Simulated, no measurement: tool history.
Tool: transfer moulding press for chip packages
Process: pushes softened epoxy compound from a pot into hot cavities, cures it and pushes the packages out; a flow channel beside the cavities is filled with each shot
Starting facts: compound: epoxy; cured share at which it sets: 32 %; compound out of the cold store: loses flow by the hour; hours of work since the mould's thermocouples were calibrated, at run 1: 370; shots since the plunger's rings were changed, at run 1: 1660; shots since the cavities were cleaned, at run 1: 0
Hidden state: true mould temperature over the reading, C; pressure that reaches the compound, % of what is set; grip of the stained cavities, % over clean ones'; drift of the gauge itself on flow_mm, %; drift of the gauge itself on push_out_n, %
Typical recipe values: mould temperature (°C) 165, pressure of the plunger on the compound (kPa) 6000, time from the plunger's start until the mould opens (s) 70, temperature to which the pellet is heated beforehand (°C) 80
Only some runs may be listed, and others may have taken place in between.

run,day,mould temperature (°C),pressure of the plunger on the compound (kPa),time from the plunger's start until the mould opens (s),temperature to which the pellet is heated beforehand (°C),hours of work since the mould's thermocouples were calibrated,shots since the plunger's rings were changed,shots since the cavities were cleaned,incoming compound's hours out of the cold store,length that the compound runs in the flow channel (mm),greatest force on the pins that push the packages out (N)
1,0.000,165,6000,70,80,370,1660,0,24.4,861,478
# day 1.033: mould's thermocouples calibrated
# day 1.921: cavities cleaned with cleaning compound and waxed
2,1.992,165,6000,70,80,16,2504,33,41.0,776,484
3,3.258,169,6000,70,80,39,3082,611,45.8,759,561
# day 3.625: cavities cleaned with cleaning compound and waxed
4,4.550,169,6000,70,80,61,3643,422,27.6,811,534
# day 5.492: cavities cleaned with cleaning compound and waxed
5,6.208,165,6000,70,80,90,4373,327,16.8,843,624
# day 7.221: cavities cleaned with cleaning compound and waxed
6,8.000,165,6000,70,80,121,5161,354,42.9,731,597
# day 8.646: plunger's sealing rings changed
# day 9.054: cavities cleaned with cleaning compound and waxed
7,10.275,165,6000,70,80,160,717,558,20.8,889,648
# day 10.796: cavities cleaned with cleaning compound and waxed
8,11.358,165,6000,70,80,178,1182,256,31.1,841,572
# day 12.596: cavities cleaned with cleaning compound and waxed
9,12.729,165,6000,70,80,202,1780,61,41.4,793,511
# day 14.400: cavities cleaned with cleaning compound and waxed
10,14.912,165,6000,70,80,240,2750,235,45.9,761,557
# day 16.167: cavities cleaned with cleaning compound and waxed
11,16.283,158,6000,70,80,264,3347,53,20.7,858,758
12,17.646,158,6000,70,80,288,3970,676,47.4,742,944
# day 17.875: cavities cleaned with cleaning compound and waxed
13,18.879,173,6000,70,80,309,4504,458,10.8,849,503
# day 19.679: cavities cleaned with cleaning compound and waxed
14,20.558,162,6600,72,84,339,5242,401,24.8,833,647
# day 21.033: plunger's sealing rings changed
# day 21.650: cavities cleaned with cleaning compound and waxed
15,21.783,162,6600,72,84,358,314,59,17.1,974,570
# day 23.396: cavities cleaned with cleaning compound and waxed
# day 23.683: mould's thermocouples calibrated
16,23.979,163,6000,94,80,5,1251,228,18.1,909,478
# day 25.196: cavities cleaned with cleaning compound and waxed
17,25.683,163,5710,70,74,35,2002,223,37.0,796,608
# day 26.896: cavities cleaned with cleaning compound and waxed
18,27.467,168,6300,106,74,66,2786,260,27.3,855,480
# day 28.650: cavities cleaned with cleaning compound and waxed
19,29.362,168,6300,106,74,99,3625,327,40.9,779,478
# day 30.396: cavities cleaned with cleaning compound and waxed
20,30.929,165,6470,70,75,126,4312,243,45.8,764,563
# day 32.125: cavities cleaned with cleaning compound and waxed
21,32.854,166,4710,61,84,160,5163,333,38.5,666,684
# day 33.383: plunger's sealing rings changed
# day 33.900: cavities cleaned with cleaning compound and waxed
22,34.812,165,6000,70,75,192,626,418,10.2,938,652
# day 35.604: cavities cleaned with cleaning compound and waxed
23,36.288,158,6080,70,80,218,1271,313,33.7,848,868
# day 37.288: cavities cleaned with cleaning compound and waxed
24,37.529,158,6080,70,80,239,1809,110,16.4,917,835
25,38.662,167,6220,92,82,260,2326,627,16.2,887,529

Alternative continuations, all from the tool just after run 25; predict every row:
# day 39.008: cavities cleaned with cleaning compound and waxed
A,40.392,158,5510,70,74,290,3088,632,29.4,?,?
# day 39.008: cavities cleaned with cleaning compound and waxed
B,40.392,167,5570,92,82,290,3088,632,16.3,?,?
# day 39.008: cavities cleaned with cleaning compound and waxed
C,40.392,165,6720,70,88,290,3088,632,37.6,?,?
# day 39.008: cavities cleaned with cleaning compound and waxed
D,40.392,158,5700,92,84,290,3088,632,15.9,?,?
# day 39.008: cavities cleaned with cleaning compound and waxed
E,40.392,167,6220,92,79,290,3088,632,46.3,?,?

run,length that the compound runs in the flow channel (mm),greatest force on the pins that push the packages out (N)
A,805,988
B,850,519
C,823,628
D,870,614
E,767,520
With the hidden condition removed and each run's random variation left untouched, the same runs would have given:
run,length that the compound runs in the flow channel (mm),greatest force on the pins that push the packages out (N)
A,857,751
B,904,384
C,876,471
D,926,458
E,817,381

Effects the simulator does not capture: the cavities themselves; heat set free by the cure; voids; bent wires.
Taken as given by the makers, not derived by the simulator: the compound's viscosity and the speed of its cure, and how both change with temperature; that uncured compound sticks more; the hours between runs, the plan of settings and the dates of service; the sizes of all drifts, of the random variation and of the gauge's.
